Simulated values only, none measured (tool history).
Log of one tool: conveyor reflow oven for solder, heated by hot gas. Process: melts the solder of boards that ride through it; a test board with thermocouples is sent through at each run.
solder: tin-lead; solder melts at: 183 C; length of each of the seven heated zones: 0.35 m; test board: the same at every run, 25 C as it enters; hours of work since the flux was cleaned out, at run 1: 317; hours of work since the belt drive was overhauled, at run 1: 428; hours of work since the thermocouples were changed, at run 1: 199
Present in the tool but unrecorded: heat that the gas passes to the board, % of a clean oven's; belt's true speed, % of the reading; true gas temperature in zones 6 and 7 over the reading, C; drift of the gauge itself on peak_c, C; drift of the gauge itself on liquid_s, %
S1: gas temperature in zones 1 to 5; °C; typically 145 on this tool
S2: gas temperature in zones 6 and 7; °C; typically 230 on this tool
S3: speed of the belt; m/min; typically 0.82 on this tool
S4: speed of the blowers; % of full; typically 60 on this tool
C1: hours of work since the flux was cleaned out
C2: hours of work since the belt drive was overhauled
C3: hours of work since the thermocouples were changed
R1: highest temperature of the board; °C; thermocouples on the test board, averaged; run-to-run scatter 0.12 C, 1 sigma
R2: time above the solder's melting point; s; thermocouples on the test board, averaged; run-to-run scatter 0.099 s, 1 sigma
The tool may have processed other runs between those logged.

run	day	S1	S2	S3	S4	C1	C2	C3	R1	R2
1	0	145	230	0.82	60	317	428	199	210.4	35.64
2	0.246	136	230	0.82	60	322	432	204	208.8	31.78
3	0.525	145	230	0.82	60	327	437	209	210.4	35.66
4	1.062	145	230	0.82	60	337	447	219	210.3	35.53
# day 1.354: flux residue cleaned out of gas plates and filters
5	1.712	145	230	0.82	60	6	455	227	213.1	37.91
6	2.217	131	230	0.82	60	16	464	236	210.2	32.63
7	2.6	145	230	0.82	60	23	471	243	213.4	37.92
8	2.971	139	230	0.82	60	29	478	250	211.7	35.51
9	3.558	145	222	0.82	60	40	488	260	206.7	33.49
10	4.092	145	222	0.82	60	50	498	270	206.6	33.25
11	4.438	145	222	0.82	60	56	504	276	206.4	33.2
12	4.792	145	222	0.82	78	62	511	283	210.7	37.01
13	5.388	145	222	0.82	78	73	522	294	210.4	37.13
# day 5.6: belt drive overhauled, speed set with a stopwatch
14	6.142	145	222	0.82	78	84	10	304	210.3	37.01
15	6.542	145	222	0.82	78	91	17	312	210.3	37.02
16	6.883	145	230	0.82	60	98	23	318	212.7	37.4
17	7.271	145	230	0.82	60	105	30	325	212.9	37.4
18	7.533	145	230	0.843	61	109	35	330	211.8	35.99
19	8.088	153	230	0.959	61	119	45	340	209.5	31.5
# day 8.525: belt drive overhauled, speed set with a stopwatch, once more
20	8.738	136	230	0.82	60	128	4	349	210.5	33.19
21	9.058	136	228	0.832	69	134	10	354	210.9	33.43
22	9.612	140	239	0.878	69	144	20	364	218.8	36.84
23	10.025	140	239	0.878	51	152	27	372	212.3	32.27
24	10.333	140	239	0.878	51	157	33	378	212.2	32.22
25	10.708	140	239	0.878	51	164	40	384	212.2	32.23
26	10.979	140	228	0.696	68	169	45	389	216.3	45.92
27	11.338	145	230	0.82	52	176	51	396	209.4	34.35
28	11.746	145	243	0.82	52	183	59	403	220	40.62
29	12.217	133	226	0.917	62	191	67	412	202.5	23.05
30	12.546	133	226	0.917	62	198	73	418	202.2	23.06
31	12.846	133	226	0.917	62	203	79	423	202.2	23.15

Pick out some run-to-run changes in R1. Of each, how much would a tool without hidden state show as well, from the settings, what came in and chance, and how much is left for the hidden state and any gauge scatter not in both results compared?
Run 4 -> 5: flux residue cleaned out of gas plates and filters. R1 +2.8 °C: hidden state +2.9, all else -0.1.
Run 21 -> 22: S1 136 -> 140, S2 228 -> 239, S3 0.832 -> 0.878. R1 +7.9 °C: hidden state -0.3, all else +8.2.
Run 25 -> 26: S2 239 -> 228, S3 0.878 -> 0.696, S4 51 -> 68. R1 +4.1 °C: hidden state +0.5, all else +3.6.
Run 27 -> 28: S2 230 -> 243. R1 +10.6 °C: hidden state -0.2, all else +10.8.
Run 28 -> 29: S1 145 -> 133, S2 243 -> 226, S3 0.82 -> 0.917, S4 52 -> 62. R1 -17.5 °C: hidden state -0.5, all else -17.

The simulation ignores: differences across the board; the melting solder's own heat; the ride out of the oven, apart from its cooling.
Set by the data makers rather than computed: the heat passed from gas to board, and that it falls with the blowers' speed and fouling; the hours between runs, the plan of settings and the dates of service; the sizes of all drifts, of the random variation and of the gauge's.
